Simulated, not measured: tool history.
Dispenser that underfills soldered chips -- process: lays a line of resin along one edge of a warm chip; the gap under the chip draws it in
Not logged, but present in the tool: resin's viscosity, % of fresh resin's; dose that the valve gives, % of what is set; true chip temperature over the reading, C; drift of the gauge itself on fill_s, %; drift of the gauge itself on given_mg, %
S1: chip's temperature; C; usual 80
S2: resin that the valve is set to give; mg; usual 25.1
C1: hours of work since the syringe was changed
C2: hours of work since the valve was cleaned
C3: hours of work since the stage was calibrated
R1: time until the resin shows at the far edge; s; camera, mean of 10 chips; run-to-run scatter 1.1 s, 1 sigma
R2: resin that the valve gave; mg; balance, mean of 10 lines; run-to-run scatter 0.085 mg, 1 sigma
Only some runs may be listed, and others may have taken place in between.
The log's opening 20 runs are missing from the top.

{"hour": 102.8, "done": "new syringe of resin"}
{"run": 21, "hour": 103.4, "S1": 90, "S2": 28.4, "C1": 0, "C2": 19, "C3": 154, "R1": 73.5, "R2": 28.13}
{"run": 22, "hour": 108.9, "S1": 74, "S2": 28.1, "C1": 4, "C2": 23, "C3": 158, "R1": 164.1, "R2": 27.56}
{"run": 23, "hour": 112.5, "S1": 86, "S2": 24.4, "C1": 7, "C2": 26, "C3": 160, "R1": 131.4, "R2": 24.06}
{"hour": 117.6, "done": "new syringe of resin"}
{"run": 24, "hour": 118.5, "S1": 85, "S2": 29.6, "C1": 1, "C2": 30, "C3": 164, "R1": 86.8, "R2": 29}
{"run": 25, "hour": 124.8, "S1": 85, "S2": 29.6, "C1": 5, "C2": 34, "C3": 169, "R1": 117.9, "R2": 29.02}
{"run": 26, "hour": 128.1, "S1": 73, "S2": 21.8, "C1": 7, "C2": 37, "C3": 171, "R1": 213.3, "R2": 21.39}
{"hour": 132.5, "done": "new syringe of resin"}
{"run": 27, "hour": 133.3, "S1": 94, "S2": 27.9, "C1": 1, "C2": 40, "C3": 175, "R1": 63.5, "R2": 27.26}
{"run": 28, "hour": 139.0, "S1": 79, "S2": 31.5, "C1": 5, "C2": 44, "C3": 179, "R1": 135, "R2": 30.57}
{"run": 29, "hour": 141.9, "S1": 79, "S2": 31.5, "C1": 7, "C2": 46, "C3": 181, "R1": 156.6, "R2": 30.47}
{"hour": 147.3, "done": "new syringe of resin"}
{"run": 30, "hour": 148.5, "S1": 85, "S2": 25.7, "C1": 1, "C2": 51, "C3": 185, "R1": 89.3, "R2": 24.76}
{"run": 31, "hour": 154.6, "S1": 91, "S2": 29.7, "C1": 5, "C2": 55, "C3": 190, "R1": 98.5, "R2": 28.9}
{"run": 32, "hour": 160.2, "S1": 81, "S2": 30.4, "C1": 9, "C2": 59, "C3": 194, "R1": 175.6, "R2": 29.03}
{"hour": 162.4, "done": "new syringe of resin"}
{"run": 33, "hour": 165.9, "S1": 81, "S2": 30.4, "C1": 2, "C2": 63, "C3": 197, "R1": 108.1, "R2": 29.01}

Run 34, settings as shown, results not yet in. Your forecast:
{"run": 34, "hour": 170.5, "S1": 69, "S2": 25.8, "C1": 6, "C2": 66, "C3": 201, "R1": "?", "R2": "?"}

Run 34 measured R1 210.2 s, R2 24.72 mg.
Without the tool's hidden state the same run would have given R1 150.6 s, R2 25.84 mg.
